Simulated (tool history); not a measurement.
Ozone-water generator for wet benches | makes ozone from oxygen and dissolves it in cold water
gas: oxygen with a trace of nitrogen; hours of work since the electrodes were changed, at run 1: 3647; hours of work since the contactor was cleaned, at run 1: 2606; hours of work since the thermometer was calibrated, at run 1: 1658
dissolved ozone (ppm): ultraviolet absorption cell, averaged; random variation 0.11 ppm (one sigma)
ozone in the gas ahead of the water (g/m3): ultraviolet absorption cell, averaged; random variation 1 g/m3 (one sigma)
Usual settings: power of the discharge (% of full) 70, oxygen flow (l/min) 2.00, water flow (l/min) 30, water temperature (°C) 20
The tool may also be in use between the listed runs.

run,hour,power of the discharge (% of full),oxygen flow (l/min),water flow (l/min),water temperature (°C),hours of work since the electrodes were changed,hours of work since the contactor was cleaned,hours of work since the thermometer was calibrated,dissolved ozone (ppm),ozone in the gas ahead of the water (g/m3)
1,0.0,70,2.00,30,20,3647,2606,1658,5.7,154.8
2,125.9,70,2.00,45,20,3736,2695,1748,3.7,154.4
3,216.1,70,2.00,30,23,3800,2759,1812,5.6,153.4
4,379.3,70,2.00,30,23,3916,2875,1927,5.4,153.9
5,525.5,70,2.00,30,23,4019,2979,2031,5.5,153.3
6,640.4,70,2.00,30,23,4101,3060,2113,5.5,152.9
7,749.4,70,2.00,30,23,4178,3138,2190,5.4,153.0
8,840.7,70,1.59,30,20,4243,3202,2255,5.4,175.9
9,968.5,62,2.56,30,13,4334,3293,2345,5.6,117.3
10,1089.8,49,2.00,44,20,4420,3379,2431,2.9,115.5
11,1173.9,49,2.00,44,20,4479,3439,2491,2.6,113.1
12,1250.4,49,2.00,44,20,4533,3493,2545,2.9,115.6

Forecast each of these 5 alternatives for the next run:
A,1351.7,78,3.34,26,20,4605,3565,2617,?,?
B,1351.7,70,2.00,30,20,4605,3565,2617,?,?
C,1351.7,72,3.13,29,20,4605,3565,2617,?,?
D,1351.7,79,1.05,24,20,4605,3565,2617,?,?
E,1351.7,49,2.00,26,20,4605,3565,2617,?,?

run,dissolved ozone (ppm),ozone in the gas ahead of the water (g/m3)
A,7.3,115.6
B,5.7,150.2
C,6.2,114.9
D,6.8,252.3
E,4.9,116.6
Without the tool's hidden state the same runs would have given:
run,dissolved ozone (ppm),ozone in the gas ahead of the water (g/m3)
A,8.9,134.8
B,6.8,172.8
C,7.5,132.6
D,8.3,294.3
E,5.6,128.8
